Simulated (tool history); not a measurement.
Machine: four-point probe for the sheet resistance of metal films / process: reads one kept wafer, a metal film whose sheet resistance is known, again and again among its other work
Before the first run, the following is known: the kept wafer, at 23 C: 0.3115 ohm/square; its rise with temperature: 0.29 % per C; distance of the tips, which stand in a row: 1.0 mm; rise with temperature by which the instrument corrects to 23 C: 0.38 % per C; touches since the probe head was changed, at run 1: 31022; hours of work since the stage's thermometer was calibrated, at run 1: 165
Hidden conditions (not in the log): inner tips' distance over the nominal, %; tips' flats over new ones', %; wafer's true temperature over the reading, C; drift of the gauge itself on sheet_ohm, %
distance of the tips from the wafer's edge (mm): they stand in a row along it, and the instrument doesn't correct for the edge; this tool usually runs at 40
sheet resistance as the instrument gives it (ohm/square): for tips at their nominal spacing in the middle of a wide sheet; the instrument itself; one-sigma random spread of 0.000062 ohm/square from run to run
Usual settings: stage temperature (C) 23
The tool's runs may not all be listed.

run	day	stage temperature (C)	distance of the tips from the wafer's edge (mm)	touches since the probe head was changed	hours of work since the stage's thermometer was calibrated	sheet resistance as the instrument gives it (ohm/square)
1	0.000	23	40	31022	165	0.314054
2	5.908	23	16	35008	241	0.314832
3	8.788	23	40	36953	278	0.314269
4	13.454	23	40	40100	338	0.314494
5	18.967	23	40	43820	410	0.314538
6	21.775	23	40	45714	446	0.314586
7	27.654	23	40	49684	522	0.314719
8	31.912	23	40	52556	577	0.314712
9	35.896	27	40	55243	628	0.313644
10	40.817	27	23	58564	692	0.313979
11	45.308	23	40	61595	750	0.315032
12	50.525	23	40	65114	817	0.315104
13	55.346	23	40	68369	879	0.315129
14	60.658	19	40	71954	948	0.316447
15	63.933	23	40	74162	990	0.315322
16	69.325	23	40	77800	1060	0.315524
# day 69.700: stage's thermometer calibrated
17	73.921	22	40	80887	55	0.315602
18	80.112	22	40	85064	134	0.315701
19	82.908	22	40	86951	171	0.315771
20	88.708	23	72	90866	246	0.315549
21	91.679	23	72	92871	284	0.315555
22	96.433	22	40	96078	345	0.316137
# day 102.338: stage's thermometer calibrated, once more
23	102.608	22	40	100231	3	0.316987
24	106.871	33	13	103107	59	0.314715
25	109.646	28	5	104979	94	0.321821
# day 111.129: new probe head fitted
26	115.750	28	40	3118	173	0.310939
27	119.254	28	40	5481	218	0.310936
28	123.329	28	40	8232	271	0.311079
29	129.125	28	29	12143	345	0.311202
30	132.583	24	40	14477	390	0.312401
31	138.267	24	40	18311	463	0.312521
32	143.462	24	40	21816	531	0.312683
33	146.312	24	40	23739	567	0.312611
34	152.350	24	40	27814	645	0.312758
35	156.721	24	40	30762	702	0.312887
36	161.100	24	31	33717	758	0.313037
37	163.796	21	33	35536	793	0.313951
38	166.358	20	7	37266	826	0.317405
39	172.229	20	7	41227	902	0.317699
40	178.142	29	30	45216	978	0.311964
41	181.171	29	30	47260	1018	0.311961
42	186.629	24	65	50944	1088	0.313508
43	192.296	28	16	54768	1161	0.312992
44	195.862	19	50	57173	1207	0.315066
45	201.808	33	8	61186	1284	0.313678
46	205.525	22	5	63694	1332	0.320918

Forecast each of these 3 alternatives for the next run:
A	210.312	23	17	66924	1394	?
B	210.312	19	5	66924	1394	?
C	210.312	28	6	66924	1394	?

run	sheet resistance as the instrument gives it (ohm/square)
A	0.314557
B	0.321911
C	0.317289
Without the tool's hidden state the same runs would have given:
run	sheet resistance as the instrument gives it (ohm/square)
A	0.311991
B	0.319294
C	0.314698
